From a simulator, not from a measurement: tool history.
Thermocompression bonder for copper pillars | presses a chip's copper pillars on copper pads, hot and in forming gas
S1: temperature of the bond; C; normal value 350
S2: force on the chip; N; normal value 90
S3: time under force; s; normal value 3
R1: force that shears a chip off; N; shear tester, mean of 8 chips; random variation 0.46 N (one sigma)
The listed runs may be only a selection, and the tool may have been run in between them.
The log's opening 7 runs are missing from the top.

| run | hour | S1 | S2 | S3 | R1 |
|---|---|---|---|---|---|
| 8 | 255.4 | 350 | 90 | 2 | 82.4 |
| 9 | 281.0 | 350 | 90 | 3 | 93.0 |
| 10 | 308.5 | 350 | 90 | 3 | 92.5 |
| 11 | 344.3 | 350 | 90 | 3 | 92.4 |
| 12 | 384.7 | 350 | 90 | 3 | 93.1 |
| 13 | 433.7 | 350 | 90 | 3 | 92.6 |
|  | 441.9 | forming gas filter changed |
| 14 | 456.2 | 350 | 90 | 3 | 93.3 |
| 15 | 476.6 | 350 | 90 | 3 | 93.2 |
| 16 | 516.2 | 348 | 55 | 3 | 73.3 |
| 17 | 557.0 | 341 | 69 | 3 | 78.7 |
| 18 | 578.2 | 350 | 93 | 3 | 93.5 |
| 19 | 601.2 | 354 | 69 | 4 | 92.4 |
| 20 | 634.9 | 354 | 69 | 4 | 92.0 |
| 21 | 669.4 | 354 | 69 | 4 | 92.2 |
| 22 | 702.4 | 354 | 69 | 4 | 92.4 |
| 23 | 728.8 | 354 | 69 | 4 | 91.6 |
| 24 | 751.3 | 348 | 87 | 4 | 98.9 |
|  | 758.3 | forming gas filter changed |
| 25 | 785.1 | 348 | 87 | 4 | 98.4 |
| 26 | 812.5 | 348 | 126 | 8 | 127.5 |
| 27 | 838.5 | 348 | 126 | 8 | 128.3 |
| 28 | 876.9 | 347 | 126 | 8 | 128.0 |
| 29 | 900.0 | 336 | 90 | 6 | 104.1 |
| 30 | 927.2 | 353 | 60 | 3 | 78.6 |

Each row is a separate what-if for the run after 30, all from the same tool condition, not one after another. Results?
| A | 969.1 | 350 | 60 | 3 | ? |
| B | 969.1 | 321 | 121 | 6 | ? |
| C | 969.1 | 348 | 90 | 3 | ? |
| D | 969.1 | 353 | 60 | 5 | ? |
| E | 969.1 | 350 | 90 | 4 | ? |

| run | R1 |
|---|---|
| A | 77.1 |
| B | 108.7 |
| C | 92.0 |
| D | 92.0 |
| E | 101.5 |
The same runs, with their run-to-run variation unchanged, on a tool lacking any hidden condition would have given:
| run | R1 |
|---|---|
| A | 77.2 |
| B | 108.8 |
| C | 92.1 |
| D | 92.1 |
| E | 101.6 |
